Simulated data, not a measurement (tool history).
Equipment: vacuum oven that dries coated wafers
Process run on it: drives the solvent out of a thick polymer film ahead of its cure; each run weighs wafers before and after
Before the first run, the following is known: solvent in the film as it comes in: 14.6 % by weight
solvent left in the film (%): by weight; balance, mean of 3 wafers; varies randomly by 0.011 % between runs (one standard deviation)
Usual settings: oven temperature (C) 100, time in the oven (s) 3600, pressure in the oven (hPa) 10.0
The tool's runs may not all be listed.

{"run": 1, "hour": 0.0, "oven temperature (C)": 100, "time in the oven (s)": 3600, "pressure in the oven (hPa)": 10.0, "solvent left in the film (%)": 0.78}
{"run": 2, "hour": 97.3, "oven temperature (C)": 100, "time in the oven (s)": 3600, "pressure in the oven (hPa)": 10.0, "solvent left in the film (%)": 0.8}
{"run": 3, "hour": 185.8, "oven temperature (C)": 100, "time in the oven (s)": 3600, "pressure in the oven (hPa)": 10.0, "solvent left in the film (%)": 0.78}
{"run": 4, "hour": 286.3, "oven temperature (C)": 100, "time in the oven (s)": 3600, "pressure in the oven (hPa)": 10.0, "solvent left in the film (%)": 0.81}
{"run": 5, "hour": 371.0, "oven temperature (C)": 100, "time in the oven (s)": 3600, "pressure in the oven (hPa)": 10.0, "solvent left in the film (%)": 0.8}
{"run": 6, "hour": 432.1, "oven temperature (C)": 100, "time in the oven (s)": 3600, "pressure in the oven (hPa)": 6.2, "solvent left in the film (%)": 0.7}
{"run": 7, "hour": 544.6, "oven temperature (C)": 100, "time in the oven (s)": 3600, "pressure in the oven (hPa)": 10.0, "solvent left in the film (%)": 0.82}
{"run": 8, "hour": 617.8, "oven temperature (C)": 100, "time in the oven (s)": 3600, "pressure in the oven (hPa)": 10.0, "solvent left in the film (%)": 0.8}
{"run": 9, "hour": 701.8, "oven temperature (C)": 100, "time in the oven (s)": 5700, "pressure in the oven (hPa)": 10.0, "solvent left in the film (%)": 0.42}
{"run": 10, "hour": 777.8, "oven temperature (C)": 100, "time in the oven (s)": 5700, "pressure in the oven (hPa)": 10.0, "solvent left in the film (%)": 0.4}
{"run": 11, "hour": 835.0, "oven temperature (C)": 100, "time in the oven (s)": 5700, "pressure in the oven (hPa)": 10.0, "solvent left in the film (%)": 0.4}
{"hour": 846.9, "done": "vacuum gauge cleaned of residue and calibrated"}
{"run": 12, "hour": 933.2, "oven temperature (C)": 100, "time in the oven (s)": 5700, "pressure in the oven (hPa)": 10.0, "solvent left in the film (%)": 0.4}
{"run": 13, "hour": 999.4, "oven temperature (C)": 108, "time in the oven (s)": 2940, "pressure in the oven (hPa)": 10.0, "solvent left in the film (%)": 0.41}

What will run 14 give?
{"run": 14, "hour": 1051.4, "oven temperature (C)": 109, "time in the oven (s)": 2940, "pressure in the oven (hPa)": 10.0, "solvent left in the film (%)": "?"}

Run 14 produced solvent left in the film (%) 0.37.
The same run, on a tool lacking any hidden state, would have yielded solvent left in the film (%) 0.32.
